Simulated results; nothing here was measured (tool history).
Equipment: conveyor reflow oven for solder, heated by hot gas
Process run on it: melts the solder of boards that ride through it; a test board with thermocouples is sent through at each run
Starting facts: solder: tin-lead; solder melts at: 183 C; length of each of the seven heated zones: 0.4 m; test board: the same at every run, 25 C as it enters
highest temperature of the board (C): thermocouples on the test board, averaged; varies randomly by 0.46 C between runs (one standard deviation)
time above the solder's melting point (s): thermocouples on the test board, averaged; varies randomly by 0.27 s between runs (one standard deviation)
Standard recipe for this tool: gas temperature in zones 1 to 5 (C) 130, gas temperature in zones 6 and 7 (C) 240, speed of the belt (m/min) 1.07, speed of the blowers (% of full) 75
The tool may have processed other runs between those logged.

run   hour  gas temperature in zones 1 to 5 (C)  gas temperature in zones 6 and 7 (C)  speed of the belt (m/min)  speed of the blowers (% of full)  highest temperature of the board (C)  time above the solder's melting point (s)
  1      0                                  130                                   240                       1.07                                75                                 218.7                                       32.3
  2    9.3                                  130                                   240                       1.18                                75                                 213.8                                       27.6
  3   27.2                                  130                                   240                       1.18                                75                                 214.6                                       27.1
  4   40.8                                  130                                   240                       1.18                                75                                   214                                       26.7
  5   56.7                                  130                                   240                       1.18                                75                                 213.3                                       27.1
  6     72                                  130                                   240                       1.07                                75                                 218.3                                       32.9
  7   82.9                                  130                                   254                       1.07                                75                                 231.1                                       37.4
  8  100.5                                  130                                   254                       1.07                                75                                 229.4                                         37
  9  112.3                                  130                                   254                       1.07                                75                                 230.1                                       36.9
 10  122.1                                  130                                   240                       1.07                                70                                 217.5                                       31.3
 11  131.4                                  130                                   240                       0.86                                75                                 225.9                                       45.3
 12  142.7                                  130                                   240                       0.86                                75                                 226.2                                         45
 13  161.2                                  130                                   240                       0.86                                75                                 225.6                                         45
 14  169.8                                  130                                   240                       0.86                                75                                 226.4                                       45.3
 15  177.7                                  130                                   234                       1.07                                75                                 213.2                                       29.4
 16  190.1                                  130                                   240                       0.91                                73                                   223                                       41.2
 17  197.6                                  130                                   240                       1.07                                61                                 213.7                                       29.8
 18    214                                  130                                   240                       1.07                                61                                 213.5                                       29.8
 19  227.8                                  130                                   240                       1.07                                61                                   214                                       29.5
 20  238.1                                  130                                   240                       1.07                                61                                 214.2                                       29.9
 21    253                                  124                                   228                       0.89                                61                                 209.7                                       32.4
 22  261.8                                  124                                   228                       0.89                                61                                 210.5                                       32.7
 23  270.2                                  130                                   244                       0.97                                75                                 224.3                                       39.4
 24  279.6                                  129                                   250                       1.12                                69                                 221.5                                       31.5
 25  289.3                                  129                                   250                       1.12                                69                                 220.9                                       32.2
 26  302.2                                  129                                   250                       1.12                                69                                 221.2                                       31.5
 27  315.3                                  125                                   240                       1.07                                75                                 215.7                                       30.2
 28  324.9                                  125                                   233                       1.07                                75                                 210.2                                       27.4
 29  332.9                                  124                                   240                       1.07                                75                                 215.6                                       30.1
 30  340.6                                  124                                   229                       1.07                                60                                 202.6                                       21.8

Predict each of these 5 candidate next runs independently; none follows another, all start after run 30:
  A  357.6                                  130                                   240                       0.92                                75                                     ?                                          ?
  B  357.6                                  115                                   241                       1.12                                60                                     ?                                          ?
  C  357.6                                  120                                   238                       1.07                                82                                     ?                                          ?
  D  357.6                                  129                                   253                       1.07                                83                                     ?                                          ?
  E  357.6                                  120                                   240                        1.1                                69                                     ?                                          ?

run  highest temperature of the board (C)  time above the solder's melting point (s)
  A                                   223                                       40.3
  B                                 208.2                                       22.6
  C                                 214.9                                       29.4
  D                                 229.9                                       36.8
  E                                 211.1                                       26.3
The same runs, with their run-to-run variation unchanged, on a tool lacking any hidden condition would have given:
run  highest temperature of the board (C)  time above the solder's melting point (s)
  A                                 224.5                                       40.9
  B                                 210.8                                       24.1
  C                                 217.5                                       30.7
  D                                 232.5                                       37.4
  E                                 213.6                                       27.7
